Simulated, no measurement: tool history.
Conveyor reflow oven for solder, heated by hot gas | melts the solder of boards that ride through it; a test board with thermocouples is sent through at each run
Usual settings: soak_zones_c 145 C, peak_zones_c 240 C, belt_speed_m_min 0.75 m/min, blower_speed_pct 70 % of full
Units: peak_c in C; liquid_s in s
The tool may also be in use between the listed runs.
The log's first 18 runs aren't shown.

| run | day | soak_zones_c | peak_zones_c | belt_speed_m_min | blower_speed_pct | peak_c | liquid_s |
|---|---|---|---|---|---|---|---|
|  | 31.021 | belt drive overhauled, speed set with a stopwatch |
| 19 | 31.896 | 135 | 239 | 0.798 | 52 | 204 | 27.16 |
| 20 | 34.496 | 135 | 239 | 0.798 | 52 | 203.7 | 26.97 |
| 21 | 37.038 | 135 | 239 | 0.798 | 52 | 203.6 | 26.64 |
|  | 37.621 | thermocouples of zones 6 and 7 changed |
| 22 | 39.2 | 145 | 239 | 0.733 | 66 | 215 | 42.81 |
|  | 41.658 | flux residue cleaned out of gas plates and filters |
| 23 | 41.942 | 134 | 250 | 0.739 | 66 | 223.4 | 44.34 |
| 24 | 44.512 | 134 | 250 | 0.739 | 66 | 223.2 | 44.11 |
| 25 | 46.842 | 131 | 241 | 0.75 | 70 | 216.3 | 38.71 |
| 26 | 47.946 | 153 | 243 | 0.845 | 62 | 214.4 | 38.12 |
| 27 | 49.912 | 151 | 236 | 0.86 | 68 | 210.7 | 34.39 |
| 28 | 51.617 | 151 | 236 | 0.86 | 68 | 210.6 | 34.39 |
| 29 | 53.021 | 150 | 233 | 0.83 | 56 | 203.7 | 29.54 |
| 30 | 54.379 | 150 | 233 | 0.83 | 56 | 203.5 | 29.4 |
| 31 | 55.733 | 139 | 249 | 0.734 | 70 | 224.4 | 46.29 |

3 ways to go on from here, each from the tool as it stands after run 31. What would each give?
| A | 57.508 | 139 | 248 | 0.734 | 70 | ? | ? |
| B | 57.508 | 133 | 240 | 0.75 | 65 | ? | ? |
| C | 57.508 | 146 | 230 | 0.869 | 70 | ? | ? |

| run | peak_c | liquid_s |
|---|---|---|
| A | 223.3 | 45.96 |
| B | 212.6 | 36.52 |
| C | 204.3 | 28.35 |
Without the tool's hidden state the same runs would have given:
| run | peak_c | liquid_s |
|---|---|---|
| A | 225.5 | 47 |
| B | 214.8 | 38.06 |
| C | 206.4 | 30.24 |

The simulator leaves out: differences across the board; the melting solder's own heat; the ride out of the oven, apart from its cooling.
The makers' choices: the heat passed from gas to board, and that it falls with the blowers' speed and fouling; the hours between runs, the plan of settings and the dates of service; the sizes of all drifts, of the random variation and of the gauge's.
